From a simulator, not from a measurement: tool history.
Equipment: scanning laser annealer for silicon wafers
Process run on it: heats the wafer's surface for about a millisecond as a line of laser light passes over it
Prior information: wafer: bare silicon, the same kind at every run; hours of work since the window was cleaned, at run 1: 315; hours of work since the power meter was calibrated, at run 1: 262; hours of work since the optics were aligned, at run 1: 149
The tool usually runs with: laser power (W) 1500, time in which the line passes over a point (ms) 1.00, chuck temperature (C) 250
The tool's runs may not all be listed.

run	day	laser power (W)	time in which the line passes over a point (ms)	chuck temperature (C)	hours of work since the window was cleaned	hours of work since the power meter was calibrated	hours of work since the optics were aligned	highest temperature of the surface (C)
1	0.000	1500	1.00	250	315	262	149	1075
2	1.775	1500	1.00	250	344	291	178	1073
3	4.146	1500	1.00	250	383	329	217	1072
4	5.196	1500	1.00	250	400	347	234	1072
5	6.675	1500	1.00	250	424	371	258	1068
6	9.088	1500	1.00	250	463	410	298	1072
7	10.504	1500	1.00	250	487	433	321	1072
8	12.029	1500	0.82	250	512	458	346	994
9	13.383	1500	0.82	250	534	480	368	992
10	15.246	1500	0.82	237	564	511	398	979
11	17.417	1500	1.00	250	600	546	434	1073
12	18.612	1382	1.00	224	619	566	453	978
13	20.117	1615	1.13	250	644	590	478	1200
14	22.279	1464	1.00	253	679	626	513	1053
15	23.342	1353	0.92	284	696	643	531	985
16	25.288	1500	1.00	258	728	675	563	1079
17	26.996	1497	1.00	217	756	703	590	1038
# day 28.479: window over the wafer cleaned
18	29.188	1497	1.00	217	12	737	625	1038
19	30.725	1346	1.00	273	37	762	650	1004
20	31.733	1346	1.00	273	53	779	666	1005
21	32.983	1478	1.00	273	74	799	687	1084
22	35.175	1478	1.00	273	109	835	723	1085

Consider 4 possible next runs. They are alternatives, not a sequence: every one starts from the tool as it was left by run 22. What does each give?
A	36.908	1500	1.01	280	138	863	751	?
B	36.908	1575	0.73	222	138	863	751	?
C	36.908	1500	0.87	221	138	863	751	?
D	36.908	1478	0.90	280	138	863	751	?

run	highest temperature of the surface (C)
A	1106
B	964
C	988
D	1047
The same runs, with their run-to-run variation unchanged, on a tool lacking any hidden condition would have given:
run	highest temperature of the surface (C)
A	1106
B	964
C	988
D	1047
